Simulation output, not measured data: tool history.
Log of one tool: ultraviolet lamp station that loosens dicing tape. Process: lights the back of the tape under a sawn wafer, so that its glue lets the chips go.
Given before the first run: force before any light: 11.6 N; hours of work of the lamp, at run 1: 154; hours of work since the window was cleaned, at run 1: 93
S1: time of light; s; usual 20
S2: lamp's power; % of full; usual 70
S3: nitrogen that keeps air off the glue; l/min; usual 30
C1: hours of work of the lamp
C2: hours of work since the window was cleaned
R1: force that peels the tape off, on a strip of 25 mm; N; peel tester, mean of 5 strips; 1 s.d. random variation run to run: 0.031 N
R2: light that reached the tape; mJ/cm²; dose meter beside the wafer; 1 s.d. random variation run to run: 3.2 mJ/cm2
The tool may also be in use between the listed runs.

run,hour,S1,S2,S3,C1,C2,R1,R2
1,0.0,20,70,30,154,93,1.733,467
2,4.4,20,88,30,156,95,1.031,595
3,11.7,20,88,30,160,99,1.051,587
4,16.9,20,88,30,163,102,1.062,594
5,21.4,20,88,30,165,104,1.055,592
6,29.8,20,70,30,170,109,1.743,467
7,38.0,20,70,30,174,113,1.672,470
8,42.4,20,70,30,176,116,1.704,464
9,48.9,20,70,19,180,119,2.228,470
10,56.5,12,70,30,184,123,3.690,280
11,64.8,12,70,58,189,128,2.771,281
12,71.0,12,70,56,192,131,2.932,280
13,75.6,21,82,15,194,134,1.916,572
14,83.7,21,82,15,199,138,1.923,573
15,90.7,36,65,40,202,142,0.383,781
16,98.6,23,94,10,207,146,1.709,716
17,102.8,23,65,37,209,148,1.247,492
18,110.3,20,68,45,213,152,1.435,451
19,118.0,20,100,38,217,156,0.624,663
20,126.2,20,100,38,222,161,0.635,663
21,135.9,20,100,38,227,166,0.649,656

Alternative continuations, all from the tool just after run 21; predict every row:
A,143.5,15,82,55,231,170,?,?
B,143.5,20,83,34,231,170,?,?
C,143.5,20,100,13,231,170,?,?
D,143.5,30,90,15,231,170,?,?

run,R1,R2
A,1.531,402
B,1.155,545
C,1.665,655
D,0.734,889
Had the tool no hidden state, the same runs would have come out as:
run,R1,R2
A,1.319,433
B,0.977,587
C,1.441,705
D,0.605,956
